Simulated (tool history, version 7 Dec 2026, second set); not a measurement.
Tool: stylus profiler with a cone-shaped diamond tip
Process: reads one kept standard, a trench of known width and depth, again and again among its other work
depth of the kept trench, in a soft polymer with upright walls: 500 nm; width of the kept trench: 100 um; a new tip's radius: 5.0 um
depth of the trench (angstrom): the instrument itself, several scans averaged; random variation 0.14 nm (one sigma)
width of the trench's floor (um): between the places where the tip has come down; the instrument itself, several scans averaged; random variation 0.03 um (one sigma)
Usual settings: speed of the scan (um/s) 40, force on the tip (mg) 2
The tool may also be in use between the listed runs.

| run | hour | speed of the scan (um/s) | force on the tip (mg) | depth of the trench (angstrom) | width of the trench's floor (um) |
|---|---|---|---|---|---|
| 1 | 0 | 40 | 2 | 5022.2 | 93.87 |
| 2 | 54.9 | 69 | 2 | 5018.8 | 93.67 |
| 3 | 138.8 | 69 | 2 | 5019.8 | 93.63 |
| 4 | 204.7 | 81 | 2 | 5021.9 | 93.48 |
| 5 | 270.9 | 81 | 2 | 5014.4 | 93.39 |
| 6 | 350.5 | 81 | 2 | 5017 | 93.38 |
| 7 | 430.4 | 81 | 2 | 5012.3 | 93.28 |
|  | 465.9 | height scale calibrated on a step standard |
| 8 | 492 | 81 | 2 | 5042.8 | 93.2 |
| 9 | 575.3 | 81 | 0.87 | 5021.6 | 92.95 |
| 10 | 632.6 | 14 | 0.87 | 5023.7 | 93.47 |
| 11 | 689.8 | 40 | 2 | 5038.3 | 93.35 |
| 12 | 747.1 | 40 | 2 | 5037 | 93.32 |
| 13 | 809.1 | 10 | 2 | 5038.2 | 93.39 |
| 14 | 870.6 | 10 | 2 | 5036.9 | 93.34 |
| 15 | 941.2 | 40 | 0.72 | 5014.9 | 92.93 |
| 16 | 982.4 | 40 | 0.72 | 5017.1 | 92.93 |
| 17 | 1047.6 | 40 | 0.72 | 5014.6 | 92.93 |
| 18 | 1116.2 | 40 | 0.72 | 5011.3 | 92.88 |
| 19 | 1186.2 | 40 | 0.72 | 5012.1 | 92.74 |
| 20 | 1261 | 40 | 0.72 | 5009.9 | 92.71 |
| 21 | 1333.1 | 40 | 1.36 | 5019.5 | 92.81 |
| 22 | 1417.8 | 40 | 1.36 | 5019.5 | 92.73 |
| 23 | 1497 | 23 | 2 | 5029 | 92.85 |
| 24 | 1550.8 | 78 | 2.69 | 5038.1 | 92.58 |
| 25 | 1594.7 | 27 | 1.53 | 5019.5 | 92.74 |
| 26 | 1650.2 | 15 | 2.98 | 5039.2 | 92.82 |
| 27 | 1689.3 | 98 | 1.83 | 5023.3 | 92.22 |
| 28 | 1731.2 | 96 | 4.83 | 5061.7 | 92.45 |

The next listed run, before its measurement:
| 29 | 1784.2 | 24 | 2.01 | ? | ? |

{"run 29": {"depth of the trench (angstrom)": 5023.2, "width of the trench's floor (um)": 92.65}}
Without the tool's hidden state the same run would have given depth of the trench (angstrom) 5041.2, width of the trench's floor (um) 95.53.

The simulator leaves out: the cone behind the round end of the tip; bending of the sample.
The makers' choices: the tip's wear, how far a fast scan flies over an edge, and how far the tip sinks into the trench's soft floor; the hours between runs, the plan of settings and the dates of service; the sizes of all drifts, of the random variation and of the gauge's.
